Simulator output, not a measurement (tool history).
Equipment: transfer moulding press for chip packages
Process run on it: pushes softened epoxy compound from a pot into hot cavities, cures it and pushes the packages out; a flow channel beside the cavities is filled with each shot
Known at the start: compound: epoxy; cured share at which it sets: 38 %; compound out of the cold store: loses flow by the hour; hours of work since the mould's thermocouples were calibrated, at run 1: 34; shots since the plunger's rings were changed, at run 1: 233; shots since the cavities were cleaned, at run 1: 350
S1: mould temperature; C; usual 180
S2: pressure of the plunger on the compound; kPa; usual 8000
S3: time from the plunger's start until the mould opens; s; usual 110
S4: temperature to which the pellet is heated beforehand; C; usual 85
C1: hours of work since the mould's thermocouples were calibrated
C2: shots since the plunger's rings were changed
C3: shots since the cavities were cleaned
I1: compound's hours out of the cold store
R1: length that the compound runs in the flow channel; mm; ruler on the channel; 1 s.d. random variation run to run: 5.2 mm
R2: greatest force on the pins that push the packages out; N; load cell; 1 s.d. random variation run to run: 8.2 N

{"run": 1, "hour": 0.0, "S1": 180, "S2": 8000, "S3": 110, "S4": 85, "C1": 34, "C2": 233, "C3": 350, "I1": 48.0, "R1": 602, "R2": 341}
{"hour": 16.2, "done": "cavities cleaned with cleaning compound and waxed"}
{"run": 2, "hour": 53.0, "S1": 180, "S2": 8000, "S3": 110, "S4": 85, "C1": 60, "C2": 688, "C3": 325, "I1": 21.1, "R1": 658, "R2": 361}
{"hour": 71.9, "done": "cavities cleaned with cleaning compound and waxed"}
{"run": 3, "hour": 93.3, "S1": 180, "S2": 8000, "S3": 110, "S4": 85, "C1": 80, "C2": 1032, "C3": 189, "I1": 47.2, "R1": 603, "R2": 335}
{"run": 4, "hour": 122.7, "S1": 180, "S2": 8000, "S3": 110, "S4": 85, "C1": 95, "C2": 1292, "C3": 449, "I1": 13.5, "R1": 684, "R2": 372}
{"hour": 129.2, "done": "cavities cleaned with cleaning compound and waxed"}
{"run": 5, "hour": 173.3, "S1": 180, "S2": 8000, "S3": 110, "S4": 85, "C1": 120, "C2": 1726, "C3": 390, "I1": 12.2, "R1": 677, "R2": 363}
{"hour": 185.7, "done": "cavities cleaned with cleaning compound and waxed"}
{"run": 6, "hour": 224.8, "S1": 180, "S2": 8000, "S3": 110, "S4": 85, "C1": 146, "C2": 2169, "C3": 346, "I1": 41.1, "R1": 617, "R2": 355}
{"hour": 244.2, "done": "cavities cleaned with cleaning compound and waxed"}
{"run": 7, "hour": 259.8, "S1": 180, "S2": 8000, "S3": 110, "S4": 85, "C1": 163, "C2": 2465, "C3": 138, "I1": 27.9, "R1": 644, "R2": 364}
{"run": 8, "hour": 294.2, "S1": 179, "S2": 8000, "S3": 110, "S4": 85, "C1": 181, "C2": 2769, "C3": 442, "I1": 23.6, "R1": 653, "R2": 390}
{"hour": 300.0, "done": "cavities cleaned with cleaning compound and waxed"}
{"run": 9, "hour": 339.6, "S1": 179, "S2": 8000, "S3": 110, "S4": 85, "C1": 203, "C2": 3158, "C3": 350, "I1": 14.6, "R1": 676, "R2": 401}
{"hour": 355.0, "done": "cavities cleaned with cleaning compound and waxed"}
{"run": 10, "hour": 365.4, "S1": 180, "S2": 8000, "S3": 110, "S4": 85, "C1": 216, "C2": 3373, "C3": 92, "I1": 35.7, "R1": 627, "R2": 364}
{"run": 11, "hour": 388.8, "S1": 184, "S2": 7130, "S3": 110, "S4": 90, "C1": 228, "C2": 3580, "C3": 299, "I1": 18.5, "R1": 612, "R2": 294}
{"hour": 412.9, "done": "cavities cleaned with cleaning compound and waxed"}
{"run": 12, "hour": 414.4, "S1": 184, "S2": 7130, "S3": 110, "S4": 90, "C1": 240, "C2": 3793, "C3": 13, "I1": 26.5, "R1": 607, "R2": 298}
{"run": 13, "hour": 465.6, "S1": 184, "S2": 7130, "S3": 110, "S4": 90, "C1": 266, "C2": 4246, "C3": 466, "I1": 30.0, "R1": 591, "R2": 297}
{"hour": 470.5, "done": "cavities cleaned with cleaning compound and waxed"}
{"run": 14, "hour": 517.7, "S1": 184, "S2": 7130, "S3": 110, "S4": 90, "C1": 292, "C2": 4694, "C3": 418, "I1": 43.9, "R1": 568, "R2": 295}
{"hour": 528.8, "done": "cavities cleaned with cleaning compound and waxed"}
{"run": 15, "hour": 568.5, "S1": 179, "S2": 7130, "S3": 144, "S4": 89, "C1": 318, "C2": 5130, "C3": 351, "I1": 22.1, "R1": 630, "R2": 287}
{"hour": 585.5, "done": "cavities cleaned with cleaning compound and waxed"}
{"run": 16, "hour": 593.0, "S1": 184, "S2": 9080, "S3": 127, "S4": 94, "C1": 330, "C2": 5333, "C3": 66, "I1": 31.8, "R1": 658, "R2": 268}
{"run": 17, "hour": 620.3, "S1": 180, "S2": 6500, "S3": 107, "S4": 85, "C1": 344, "C2": 5575, "C3": 308, "I1": 43.5, "R1": 548, "R2": 372}
{"hour": 641.9, "done": "cavities cleaned with cleaning compound and waxed"}
{"run": 18, "hour": 674.3, "S1": 180, "S2": 8340, "S3": 136, "S4": 90, "C1": 370, "C2": 6039, "C3": 287, "I1": 30.0, "R1": 654, "R2": 286}
{"hour": 699.0, "done": "cavities cleaned with cleaning compound and waxed"}
{"run": 19, "hour": 699.1, "S1": 180, "S2": 6240, "S3": 128, "S4": 89, "C1": 382, "C2": 6245, "C3": 1, "I1": 33.4, "R1": 557, "R2": 298}

Predict each of these 5 candidate next runs independently; none follows another, all start after run 19:
{"hour": 709.6, "done": "plunger's sealing rings changed"}
{"run": "A", "hour": 733.6, "S1": 172, "S2": 9930, "S3": 128, "S4": 80, "C1": 399, "C2": 212, "C3": 284, "I1": 21.7, "R1": "?", "R2": "?"}
{"hour": 709.6, "done": "plunger's sealing rings changed"}
{"run": "B", "hour": 733.6, "S1": 180, "S2": 9490, "S3": 128, "S4": 78, "C1": 399, "C2": 212, "C3": 284, "I1": 29.0, "R1": "?", "R2": "?"}
{"hour": 709.6, "done": "plunger's sealing rings changed"}
{"run": "C", "hour": 733.6, "S1": 180, "S2": 6240, "S3": 129, "S4": 79, "C1": 399, "C2": 212, "C3": 284, "I1": 14.5, "R1": "?", "R2": "?"}
{"hour": 709.6, "done": "plunger's sealing rings changed"}
{"run": "D", "hour": 733.6, "S1": 172, "S2": 7280, "S3": 110, "S4": 92, "C1": 399, "C2": 212, "C3": 284, "I1": 32.7, "R1": "?", "R2": "?"}
{"hour": 709.6, "done": "plunger's sealing rings changed"}
{"run": "E", "hour": 733.6, "S1": 180, "S2": 8000, "S3": 110, "S4": 85, "C1": 399, "C2": 212, "C3": 284, "I1": 16.0, "R1": "?", "R2": "?"}

run=A R1=748 R2=461
run=B R1=710 R2=297
run=C R1=592 R2=299
run=D R1=618 R2=631
run=E R1=671 R2=371
Without the tool's unlogged condition, the same runs would have read:
run=A R1=748 R2=460
run=B R1=710 R2=296
run=C R1=592 R2=298
run=D R1=618 R2=628
run=E R1=671 R2=370
